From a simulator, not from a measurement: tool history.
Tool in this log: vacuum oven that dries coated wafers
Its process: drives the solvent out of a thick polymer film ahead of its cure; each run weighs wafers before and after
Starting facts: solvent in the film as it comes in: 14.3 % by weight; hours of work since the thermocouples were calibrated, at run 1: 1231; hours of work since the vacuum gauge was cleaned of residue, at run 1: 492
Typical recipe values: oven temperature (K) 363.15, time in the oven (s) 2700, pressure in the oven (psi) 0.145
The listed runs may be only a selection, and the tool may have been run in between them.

run	hour	oven temperature (K)	time in the oven (s)	pressure in the oven (psi)	hours of work since the thermocouples were calibrated	hours of work since the vacuum gauge was cleaned of residue	solvent left in the film (%)
1	0	363.15	2700	0.145	1231	492	3.8
2	14.7	363.15	2700	0.145	1239	499	3.74
3	39.4	363.15	2700	0.145	1251	512	3.86
4	53.1	363.15	2700	0.265	1258	519	4.35
5	74.1	363.15	2700	0.265	1269	529	4.45
6	105.6	363.15	2700	0.325	1285	546	4.62
7	131	363.15	1920	0.145	1298	559	5.19
8	149.1	363.15	1920	0.145	1307	568	5.32
9	165.9	363.15	1920	0.145	1316	576	5.2
10	185.4	363.15	1920	0.145	1326	586	5.14
11	208.9	363.15	1920	0.145	1338	598	5.17
12	239.8	362.15	1980	0.09	1354	614	5.3
13	261.2	362.15	1980	0.09	1365	625	5.16
14	287.3	362.15	1980	0.09	1378	638	5.28
15	304.3	348.15	2160	0.184	1387	647	9.32
16	329.3	375.15	2160	0.184	1399	660	1.73
17	353.9	367.15	2640	0.206	1412	672	3.08
18	381	367.15	2640	0.206	1426	686	2.99
19	394.7	363.15	3660	0.102	1433	693	2.68

What if the next run were any one of these 5? Each begins from the tool's condition after run 19:
A	420.6	376.15	3600	0.355	1446	707	?
B	420.6	363.15	1920	0.421	1446	707	?
C	420.6	349.15	3360	0.183	1446	707	?
D	420.6	361.15	1440	0.145	1446	707	?
E	420.6	367.15	4500	0.177	1446	707	?

run	solvent left in the film (%)
A	1.41
B	6.17
C	7.86
D	6.99
E	1.61
Had the tool no hidden state, the same runs would have come out as:
run	solvent left in the film (%)
A	1.15
B	5.43
C	7.1
D	6.32
E	1.18
